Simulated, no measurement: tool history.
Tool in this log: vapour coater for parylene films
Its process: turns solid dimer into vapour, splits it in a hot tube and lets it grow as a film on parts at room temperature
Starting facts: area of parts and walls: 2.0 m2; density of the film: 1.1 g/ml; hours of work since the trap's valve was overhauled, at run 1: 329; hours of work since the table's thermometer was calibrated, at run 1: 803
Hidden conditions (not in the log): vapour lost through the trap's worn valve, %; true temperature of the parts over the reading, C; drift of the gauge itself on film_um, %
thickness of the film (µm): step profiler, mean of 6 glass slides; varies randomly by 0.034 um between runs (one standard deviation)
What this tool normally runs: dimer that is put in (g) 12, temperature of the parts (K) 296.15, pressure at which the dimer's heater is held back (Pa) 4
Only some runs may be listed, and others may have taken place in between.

run	hour	dimer that is put in (g)	temperature of the parts (K)	pressure at which the dimer's heater is held back (Pa)	hours of work since the trap's valve was overhauled	hours of work since the table's thermometer was calibrated	thickness of the film (µm)
1	0	12	296.15	4	329	803	2.92
2	24.7	12	296.15	4	350	824	2.92
# hour 34: table's thermometer calibrated
3	51	8	296.15	4	371	14	2.01
4	68.2	8	296.15	4	386	29	1.98
5	85.6	8	296.15	4	400	44	2.05
6	101.2	8	296.15	4	413	57	2.03
7	111.6	8	296.15	4	422	66	1.99
# hour 118.8: trap's valve overhauled
8	129.8	8	296.15	4	9	78	1.77
9	154.1	8	296.15	4	30	98	1.77
10	172.7	8	296.15	4	46	114	1.71
11	192.4	8	296.15	4	62	130	1.73
12	215.1	11	296.15	4	81	150	2.31
13	226.9	12	296.15	4	91	160	2.5
14	242.1	12	296.15	4	104	173	2.52
15	264.4	12	296.15	4	123	191	2.5
# hour 275.2: trap's valve overhauled, once more
16	279.9	12	296.15	4	4	201	3.4
17	295.5	12	296.15	4	17	214	3.39
18	315.9	12	296.15	4	34	231	3.28
19	337.3	12	296.15	4	52	250	3.29
20	353.2	11	296.15	4	66	263	2.97
21	367.3	10	292.15	4.61	78	275	3.01
22	388.7	12	302.15	3.28	96	293	2.86
23	404.1	12	302.15	3.28	109	306	2.79
24	421.7	12	296.15	3.28	124	321	3.33
25	445.7	12	296.15	3.28	144	341	3.32
26	469.7	19	291.15	3.28	164	361	6
27	486.8	19	291.15	3.28	179	376	6.04
28	503	18	289.15	3.28	192	390	5.99
29	524.3	18	289.15	3.28	210	408	5.93
30	546.1	12	296.15	4.43	229	426	3.09
31	571	5	296.15	6.29	250	447	1.22
32	585.8	5	296.15	6.29	263	460	1.19
33	600.2	5	296.15	6.29	275	472	1.2
34	617	5	296.15	11.29	289	486	1.08
35	628.6	17	288.15	11.29	299	496	4.62
36	644	17	288.15	11.29	312	509	4.68
37	662.3	12	300.15	11.86	327	524	2.29
38	681.6	12	300.15	11.86	343	541	2.23

For each run, the measured value with the value that run would have given without the tool's hidden condition subtracted. The run-to-run variation is shared by both, the gauge scatter possibly not:
run	thickness of the film (µm)
1	-0.41
2	-0.44
3	-0.25
4	-0.27
5	-0.29
6	-0.29
7	-0.3
8	-0.5
9	-0.52
10	-0.53
11	-0.55
12	-0.77
13	-0.85
14	-0.87
15	-0.89
16	-0.03
17	-0.05
18	-0.07
19	-0.1
20	-0.1
21	-0.11
22	-0.12
23	-0.14
24	-0.18
25	-0.2
26	-0.41
27	-0.45
28	-0.48
29	-0.51
30	-0.29
31	-0.12
32	-0.13
33	-0.14
34	-0.13
35	-0.57
36	-0.6
37	-0.31
38	-0.32
